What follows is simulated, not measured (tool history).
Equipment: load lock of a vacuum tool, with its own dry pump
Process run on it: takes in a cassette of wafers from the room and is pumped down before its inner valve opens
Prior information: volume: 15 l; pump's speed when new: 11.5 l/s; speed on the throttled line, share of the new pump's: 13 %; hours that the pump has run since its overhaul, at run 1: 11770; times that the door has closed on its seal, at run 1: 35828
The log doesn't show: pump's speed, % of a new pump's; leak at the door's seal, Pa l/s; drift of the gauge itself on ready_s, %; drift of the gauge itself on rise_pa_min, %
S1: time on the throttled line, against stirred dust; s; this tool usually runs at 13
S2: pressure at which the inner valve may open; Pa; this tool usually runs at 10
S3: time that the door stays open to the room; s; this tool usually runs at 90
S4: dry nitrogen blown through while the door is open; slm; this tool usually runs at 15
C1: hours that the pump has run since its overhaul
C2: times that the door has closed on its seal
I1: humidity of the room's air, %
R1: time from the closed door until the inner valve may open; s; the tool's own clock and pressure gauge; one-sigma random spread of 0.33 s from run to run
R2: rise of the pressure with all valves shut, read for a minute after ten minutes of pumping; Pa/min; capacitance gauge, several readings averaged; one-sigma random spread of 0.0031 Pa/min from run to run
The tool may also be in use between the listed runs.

run    hour  S1  S2   S3  S4     C1     C2    I1    R1     R2
  1     0.0  13  10   90  15  11770  35828  46.9  23.9  0.081
      471.4  -- dry pump taken out, an overhauled one fitted
  2   471.4  13  10   90  15      0  36902  46.0  23.0  0.084
  3   809.1  13  10   90  15    338  37682  46.0  22.9  0.080
  4  1307.0  13  10   90  15    836  38832  42.7  23.3  0.073
  5  1556.2  13  10   90  15   1085  39407  47.1  23.4  0.077
  6  1839.0  13  10   90  15   1368  40060  46.8  22.7  0.083
  7  2334.4  13  10  161  15   1863  41204  41.5  23.4  0.099
  8  2645.3  13  10   77  15   2174  41922  44.8  23.5  0.078
  9  2989.6  22   9   70  16   2518  42716  43.1  31.1  0.072
 10  3321.0   8  10   50  15   2850  43482  48.0  19.5  0.063
 11  3558.5   8  10   69  15   3087  44030  48.5  19.1  0.072
 12  3967.2   8  10   69  15   3496  44974  42.6  19.0  0.070
 13  4351.0  13   8   90   7   3880  45860  44.6  23.8  0.098

For each entry between runs, how does the tool's hidden state at the last listed run before it compare with that at the first listed run after it?
After run 1, before run 2: dry pump taken out, an overhauled one fitted (hour 471.4)
  pump's speed, % of a new pump's: 99.9 -> 100
